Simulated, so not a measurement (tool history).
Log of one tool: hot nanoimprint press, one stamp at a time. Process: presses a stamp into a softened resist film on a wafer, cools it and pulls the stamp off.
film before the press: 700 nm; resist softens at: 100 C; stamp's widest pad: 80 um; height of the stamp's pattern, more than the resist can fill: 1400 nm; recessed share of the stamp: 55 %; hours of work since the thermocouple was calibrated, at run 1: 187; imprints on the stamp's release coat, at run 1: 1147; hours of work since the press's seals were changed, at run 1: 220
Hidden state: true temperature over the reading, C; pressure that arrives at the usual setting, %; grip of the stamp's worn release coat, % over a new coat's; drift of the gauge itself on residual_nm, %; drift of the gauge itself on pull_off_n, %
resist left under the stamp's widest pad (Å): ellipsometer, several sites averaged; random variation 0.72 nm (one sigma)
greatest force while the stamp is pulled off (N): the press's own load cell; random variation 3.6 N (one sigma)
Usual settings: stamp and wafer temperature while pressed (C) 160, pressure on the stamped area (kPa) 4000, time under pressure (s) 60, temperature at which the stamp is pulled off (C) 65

run	day	stamp and wafer temperature while pressed (C)	pressure on the stamped area (kPa)	time under pressure (s)	temperature at which the stamp is pulled off (C)	hours of work since the thermocouple was calibrated	imprints on the stamp's release coat	hours of work since the press's seals were changed	resist left under the stamp's widest pad (Å)	greatest force while the stamp is pulled off (N)
1	0.000	160	4000	60	65	187	1147	220	3832	238
2	0.408	160	4000	60	65	191	1178	224	3844	230
3	0.754	160	4000	60	65	194	1205	227	3823	238
4	1.046	160	4000	60	65	197	1227	230	3824	229
5	1.583	151	4000	60	65	203	1268	236	4896	231
6	1.921	151	4000	60	65	206	1294	239	4893	240
7	2.158	151	4000	60	65	209	1313	242	4880	239
8	2.675	160	4000	60	65	214	1352	247	3784	240
9	2.946	160	4000	60	65	217	1373	250	3783	236
10	3.442	160	4000	60	65	222	1411	255	3769	236
11	3.725	160	4000	60	65	224	1433	258	3766	226
12	4.038	160	4000	42	65	228	1457	261	4161	237
13	4.421	160	4000	60	65	232	1486	265	3761	234
14	4.654	160	4000	60	71	234	1504	267	3743	187
15	5.029	160	4000	60	71	238	1533	271	3745	200
16	5.417	164	4000	92	65	242	1563	275	2895	233
# day 5.812: stamp cleaned and given a new release coat
17	5.967	167	5130	50	64	245	12	278	2808	237
18	6.221	167	5130	50	64	247	32	280	2812	241
# day 6.500: gauge calibrated
19	6.708	167	5130	50	64	252	69	285	2881	234
20	6.938	160	4000	37	65	255	87	288	4361	237
21	7.433	151	4370	105	51	260	125	293	4068	322
22	7.708	151	4370	105	51	262	146	296	4083	326
23	7.954	163	4370	85	58	265	165	298	2972	277
24	8.308	159	2410	85	58	269	192	302	4532	280
25	8.675	159	2410	85	58	272	220	305	4533	279
26	9.046	159	2410	85	58	276	249	309	4535	284
27	9.358	160	4000	60	60	279	273	312	3787	270
28	9.825	170	3140	60	60	284	309	317	3275	263
29	10.308	160	4000	44	65	289	346	322	4111	234
30	10.812	160	4000	44	65	294	384	327	4107	233

Forecast each of these 3 alternatives for the next run:
A	11.262	151	3260	60	65	299	419	332	?	?
B	11.262	160	4000	60	63	299	419	332	?	?
C	11.262	160	2480	44	65	299	419	332	?	?

run	resist left under the stamp's widest pad (Å)	greatest force while the stamp is pulled off (N)
A	5187	235
B	3756	248
C	5024	238
Without the tool's hidden state the same runs would have given:
run	resist left under the stamp's widest pad (Å)	greatest force while the stamp is pulled off (N)
A	5305	234
B	3842	248
C	5139	238
